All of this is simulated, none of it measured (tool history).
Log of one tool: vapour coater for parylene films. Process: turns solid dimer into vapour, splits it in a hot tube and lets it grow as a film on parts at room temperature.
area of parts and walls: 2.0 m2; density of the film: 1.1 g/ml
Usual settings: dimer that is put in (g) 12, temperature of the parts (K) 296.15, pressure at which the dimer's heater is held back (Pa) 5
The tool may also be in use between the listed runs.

run	hour	dimer that is put in (g)	temperature of the parts (K)	pressure at which the dimer's heater is held back (Pa)	thickness of the film (nm)
1	0	12	296.15	5	2970
2	38	12	296.15	5	2970
3	104.1	12	296.15	5	2990
4	174.9	12	296.15	5	2970
5	239.9	12	296.15	5.03	2950
6	323.6	12	296.15	5.03	2910
7	391.4	12	296.15	5.03	2950
8	428	12	296.15	5.03	2910
9	485.2	12	296.15	5.03	2880
10	550.1	17	296.15	5.03	4130
# hour 577.8: trap's valve overhauled
11	628.7	12	296.15	7.98	2690
12	702.4	12	301.15	2.59	2930
13	758	14	302.15	5	2950
# hour 810.1: trap's valve overhauled, once more
14	828	14	302.15	5	3090
15	891.7	7	292.15	4.96	1960
16	960.8	8	288.15	4.07	2410
17	1011.1	8	305.15	2.49	1890
18	1094.8	9	293.15	6.2	2310
19	1141.8	13	290.15	2.06	4330
20	1202.7	12	305.15	2.04	2970
21	1269.1	6	305.15	2.04	1470

3 ways to go on from here, each from the tool as it stands after run 21. What would each give?
A	1342.9	12	296.15	3.47	?
B	1342.9	12	290.15	3.69	?
C	1342.9	19	298.15	4.59	?

run	thickness of the film (nm)
A	3190
B	3480
C	4480
Without the tool's hidden state the same runs would have given:
run	thickness of the film (nm)
A	3310
B	3620
C	4660
